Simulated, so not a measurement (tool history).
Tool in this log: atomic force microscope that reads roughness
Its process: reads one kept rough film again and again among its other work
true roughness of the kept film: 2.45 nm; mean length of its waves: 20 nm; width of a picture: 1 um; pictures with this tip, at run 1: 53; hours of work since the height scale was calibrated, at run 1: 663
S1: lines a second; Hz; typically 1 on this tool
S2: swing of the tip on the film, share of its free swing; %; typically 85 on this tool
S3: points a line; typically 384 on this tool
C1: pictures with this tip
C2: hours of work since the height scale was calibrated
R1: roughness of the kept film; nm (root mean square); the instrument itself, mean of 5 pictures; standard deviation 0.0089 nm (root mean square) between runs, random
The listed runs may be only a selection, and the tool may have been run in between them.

run,hour,S1,S2,S3,C1,C2,R1
1,0,1,85,384,53,663,1.549
# hour 6.9: new tip fitted
2,24.4,1,85,435,34,680,1.693
# hour 40.8: new tip fitted
3,45.6,3.83,85,384,9,695,1.571
4,64,3.83,85,384,44,708,1.34
# hour 76.3: new tip fitted
5,87.7,3.83,85,384,22,724,1.505
6,108.1,1,85,384,61,739,1.52
# hour 111.5: new tip fitted
7,125.7,1,85,384,27,751,1.736
# hour 129.1: height scale calibrated on a step standard
8,140.5,1,75,384,54,8,1.591
# hour 147.1: new tip fitted
9,157.8,1,75,384,21,20,1.848
10,175.7,1,75,384,55,33,1.587
# hour 181.9: new tip fitted
11,198.6,1,85,320,32,49,1.673
12,213.7,0.72,67,406,61,60,1.565
# hour 215.8: new tip fitted
# hour 226: height scale calibrated on a step standard, once more
13,242.3,3.79,67,470,49,12,1.541
# hour 252: new tip fitted
14,255.2,0.84,64,260,6,20,1.964
15,283.6,1.3,78,317,61,41,1.493
# hour 287.1: new tip fitted
16,301.8,1,85,613,28,53,1.763
17,315.8,1,85,613,55,63,1.566
# hour 321.4: new tip fitted
18,333.8,1,80,598,24,76,1.808
19,354.6,1,58,361,63,90,1.553
# hour 357.9: new tip fitted
20,376.6,1,58,361,35,106,1.775
# hour 393: new tip fitted
21,404.4,1,58,361,22,125,1.88
22,421,1.63,59,443,53,137,1.634

Alternative continuations, all from the tool just after run 22; predict every row:
# hour 427.9: new tip fitted
A,446.6,1.63,77,893,36,155,?
# hour 427.9: new tip fitted
B,446.6,1.63,57,443,36,155,?
# hour 427.9: new tip fitted
C,446.6,0.79,59,587,36,155,?
# hour 427.9: new tip fitted
D,446.6,1.63,59,746,36,155,?

run,R1
A,1.655
B,1.742
C,1.757
D,1.749
Had the tool no hidden state, the same runs would have come out as:
run,R1
A,2.008
B,2.112
C,2.131
D,2.123
